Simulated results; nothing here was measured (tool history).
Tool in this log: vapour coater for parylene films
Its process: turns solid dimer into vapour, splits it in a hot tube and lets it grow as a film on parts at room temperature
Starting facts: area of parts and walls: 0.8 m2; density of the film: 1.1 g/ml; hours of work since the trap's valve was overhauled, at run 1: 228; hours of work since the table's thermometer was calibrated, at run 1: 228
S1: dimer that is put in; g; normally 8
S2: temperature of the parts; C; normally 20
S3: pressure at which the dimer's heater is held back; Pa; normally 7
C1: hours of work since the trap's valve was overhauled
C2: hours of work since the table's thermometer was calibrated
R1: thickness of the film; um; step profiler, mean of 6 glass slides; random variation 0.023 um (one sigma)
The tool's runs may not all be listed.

| run | day | S1 | S2 | S3 | C1 | C2 | R1 |
|---|---|---|---|---|---|---|---|
| 1 | 0 | 8 | 20 | 7 | 228 | 228 | 6.04 |
| 2 | 1.758 | 8 | 20 | 10.23 | 265 | 265 | 5.79 |
| 3 | 4.717 | 8 | 20 | 10.23 | 328 | 328 | 5.76 |
| 4 | 6.692 | 8 | 20 | 10.23 | 370 | 370 | 5.77 |
| 5 | 10.35 | 8 | 20 | 10.23 | 448 | 448 | 5.76 |
|  | 13.608 | trap's valve overhauled |
| 6 | 14.062 | 8 | 20 | 10.23 | 10 | 523 | 5.8 |
| 7 | 17.6 | 8 | 20 | 10.23 | 85 | 598 | 5.76 |
| 8 | 20.979 | 8 | 20 | 10.23 | 157 | 670 | 5.77 |
| 9 | 22.575 | 8 | 20 | 10.23 | 190 | 704 | 5.76 |
| 10 | 25.021 | 8 | 20 | 10.23 | 242 | 756 | 5.77 |
| 11 | 28.2 | 8 | 20 | 10.23 | 310 | 823 | 5.72 |
| 12 | 31.008 | 8 | 20 | 7 | 369 | 883 | 6.02 |
| 13 | 34.558 | 8 | 22 | 7 | 445 | 958 | 5.68 |
| 14 | 36.625 | 8 | 20 | 7 | 489 | 1002 | 6.02 |
|  | 37.925 | trap's valve overhauled |
| 15 | 38.483 | 3 | 22 | 2.33 | 12 | 1038 | 2.47 |
| 16 | 41.25 | 5 | 27 | 2.44 | 71 | 1097 | 3.61 |
| 17 | 43.925 | 5 | 27 | 2.44 | 127 | 1153 | 3.57 |
| 18 | 45.875 | 14 | 19 | 3.38 | 169 | 1195 | 11.9 |
| 19 | 48.658 | 14 | 19 | 3.38 | 228 | 1254 | 11.91 |
| 20 | 51.183 | 7 | 19 | 3.38 | 282 | 1308 | 5.93 |

Estimate the outcome of run 21 from the log above:
| 21 | 53.367 | 7 | 19 | 3.38 | 328 | 1354 | ? |

R1: 5.95 um
Had the tool carried no hidden state, the very same run would have given R1 5.96 um.
